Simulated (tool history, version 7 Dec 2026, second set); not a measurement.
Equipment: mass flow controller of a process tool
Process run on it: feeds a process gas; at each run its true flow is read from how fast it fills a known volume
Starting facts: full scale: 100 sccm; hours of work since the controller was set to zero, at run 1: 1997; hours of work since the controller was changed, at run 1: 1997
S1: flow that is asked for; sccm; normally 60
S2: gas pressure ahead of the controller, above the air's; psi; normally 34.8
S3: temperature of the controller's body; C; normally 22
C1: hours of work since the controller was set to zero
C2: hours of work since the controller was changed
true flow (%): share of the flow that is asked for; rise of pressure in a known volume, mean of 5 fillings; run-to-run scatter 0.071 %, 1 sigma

{"run": 1, "hour": 0.0, "S1": 60, "S2": 34.8, "S3": 22, "C1": 1997, "C2": 1997, "true flow (%)": 100.71}
{"run": 2, "hour": 47.5, "S1": 60, "S2": 34.8, "S3": 22, "C1": 2019, "C2": 2019, "true flow (%)": 100.51}
{"run": 3, "hour": 134.0, "S1": 60, "S2": 34.8, "S3": 27, "C1": 2059, "C2": 2059, "true flow (%)": 100.91}
{"run": 4, "hour": 216.8, "S1": 60, "S2": 26.1, "S3": 27, "C1": 2097, "C2": 2097, "true flow (%)": 100.52}
{"run": 5, "hour": 313.5, "S1": 60, "S2": 26.1, "S3": 27, "C1": 2142, "C2": 2142, "true flow (%)": 100.7}
{"run": 6, "hour": 423.6, "S1": 60, "S2": 26.1, "S3": 27, "C1": 2193, "C2": 2193, "true flow (%)": 100.53}
{"run": 7, "hour": 497.7, "S1": 60, "S2": 34.8, "S3": 22, "C1": 2227, "C2": 2227, "true flow (%)": 100.69}
{"run": 8, "hour": 576.2, "S1": 60, "S2": 34.8, "S3": 22, "C1": 2263, "C2": 2263, "true flow (%)": 100.69}
{"run": 9, "hour": 673.3, "S1": 60, "S2": 34.8, "S3": 22, "C1": 2308, "C2": 2308, "true flow (%)": 100.71}
{"run": 10, "hour": 751.6, "S1": 60, "S2": 34.8, "S3": 27, "C1": 2344, "C2": 2344, "true flow (%)": 100.96}
{"run": 11, "hour": 846.9, "S1": 60, "S2": 34.8, "S3": 27, "C1": 2388, "C2": 2388, "true flow (%)": 101.12}
{"run": 12, "hour": 894.8, "S1": 60, "S2": 34.8, "S3": 22, "C1": 2411, "C2": 2411, "true flow (%)": 100.73}
{"run": 13, "hour": 995.2, "S1": 60, "S2": 34.8, "S3": 22, "C1": 2457, "C2": 2457, "true flow (%)": 100.87}
{"run": 14, "hour": 1065.4, "S1": 60, "S2": 34.8, "S3": 22, "C1": 2490, "C2": 2490, "true flow (%)": 100.81}
{"run": 15, "hour": 1153.5, "S1": 60, "S2": 34.8, "S3": 27, "C1": 2530, "C2": 2530, "true flow (%)": 101.3}
{"run": 16, "hour": 1206.8, "S1": 60, "S2": 34.8, "S3": 22, "C1": 2555, "C2": 2555, "true flow (%)": 100.89}
{"run": 17, "hour": 1318.1, "S1": 11, "S2": 34.8, "S3": 22, "C1": 2606, "C2": 2606, "true flow (%)": 102.42}
{"run": 18, "hour": 1367.7, "S1": 11, "S2": 34.8, "S3": 22, "C1": 2629, "C2": 2629, "true flow (%)": 102.52}
{"run": 19, "hour": 1449.4, "S1": 11, "S2": 34.8, "S3": 22, "C1": 2667, "C2": 2667, "true flow (%)": 102.48}
{"run": 20, "hour": 1531.4, "S1": 11, "S2": 34.8, "S3": 22, "C1": 2705, "C2": 2705, "true flow (%)": 102.6}
{"run": 21, "hour": 1597.0, "S1": 60, "S2": 34.8, "S3": 22, "C1": 2735, "C2": 2735, "true flow (%)": 100.9}
{"run": 22, "hour": 1659.3, "S1": 60, "S2": 34.8, "S3": 22, "C1": 2764, "C2": 2764, "true flow (%)": 101.02}
{"run": 23, "hour": 1735.8, "S1": 60, "S2": 34.8, "S3": 25, "C1": 2800, "C2": 2800, "true flow (%)": 101.16}
{"run": 24, "hour": 1802.3, "S1": 60, "S2": 34.8, "S3": 22, "C1": 2830, "C2": 2830, "true flow (%)": 101.0}
{"run": 25, "hour": 1856.1, "S1": 36, "S2": 25.8, "S3": 22, "C1": 2855, "C2": 2855, "true flow (%)": 100.68}
{"run": 26, "hour": 1923.2, "S1": 12, "S2": 22.9, "S3": 21, "C1": 2886, "C2": 2886, "true flow (%)": 101.85}
{"run": 27, "hour": 1998.5, "S1": 77, "S2": 22.6, "S3": 24, "C1": 2921, "C2": 2921, "true flow (%)": 100.43}
{"run": 28, "hour": 2114.0, "S1": 77, "S2": 22.6, "S3": 24, "C1": 2974, "C2": 2974, "true flow (%)": 100.4}
{"run": 29, "hour": 2166.0, "S1": 10, "S2": 20.5, "S3": 37, "C1": 2998, "C2": 2998, "true flow (%)": 103.51}
{"run": 30, "hour": 2270.6, "S1": 60, "S2": 40.0, "S3": 22, "C1": 3047, "C2": 3047, "true flow (%)": 101.27}
{"run": 31, "hour": 2369.5, "S1": 60, "S2": 40.0, "S3": 22, "C1": 3093, "C2": 3093, "true flow (%)": 101.46}
{"run": 32, "hour": 2444.3, "S1": 60, "S2": 40.0, "S3": 22, "C1": 3127, "C2": 3127, "true flow (%)": 101.27}
{"run": 33, "hour": 2521.1, "S1": 25, "S2": 35.4, "S3": 23, "C1": 3163, "C2": 3163, "true flow (%)": 101.8}
{"run": 34, "hour": 2593.8, "S1": 18, "S2": 27.4, "S3": 28, "C1": 3196, "C2": 3196, "true flow (%)": 101.87}
{"run": 35, "hour": 2673.5, "S1": 18, "S2": 27.4, "S3": 28, "C1": 3233, "C2": 3233, "true flow (%)": 102.07}
{"run": 36, "hour": 2757.5, "S1": 53, "S2": 27.4, "S3": 22, "C1": 3272, "C2": 3272, "true flow (%)": 100.88}
{"run": 37, "hour": 2864.9, "S1": 53, "S2": 27.4, "S3": 22, "C1": 3322, "C2": 3322, "true flow (%)": 100.94}
{"run": 38, "hour": 2977.9, "S1": 36, "S2": 21.5, "S3": 21, "C1": 3374, "C2": 3374, "true flow (%)": 100.67}
{"run": 39, "hour": 3094.1, "S1": 60, "S2": 39.5, "S3": 33, "C1": 3428, "C2": 3428, "true flow (%)": 102.08}
{"run": 40, "hour": 3172.9, "S1": 16, "S2": 29.6, "S3": 20, "C1": 3464, "C2": 3464, "true flow (%)": 102.16}
{"run": 41, "hour": 3252.3, "S1": 60, "S2": 34.4, "S3": 35, "C1": 3501, "C2": 3501, "true flow (%)": 102.08}
{"run": 42, "hour": 3324.6, "S1": 60, "S2": 34.4, "S3": 35, "C1": 3534, "C2": 3534, "true flow (%)": 102.19}
{"run": 43, "hour": 3390.0, "S1": 60, "S2": 37.9, "S3": 22, "C1": 3565, "C2": 3565, "true flow (%)": 101.45}
{"run": 44, "hour": 3500.4, "S1": 27, "S2": 21.6, "S3": 34, "C1": 3616, "C2": 3616, "true flow (%)": 101.93}
{"run": 45, "hour": 3593.8, "S1": 25, "S2": 21.6, "S3": 34, "C1": 3659, "C2": 3659, "true flow (%)": 102.09}

What does the tool deliver on the next run?
{"run": 46, "hour": 3709.5, "S1": 47, "S2": 38.6, "S3": 28, "C1": 3712, "C2": 3712, "true flow (%)": "?"}

Run 46 yielded true flow (%) 101.89.
The same run, on a tool lacking any hidden state, would have yielded true flow (%) 100.16.
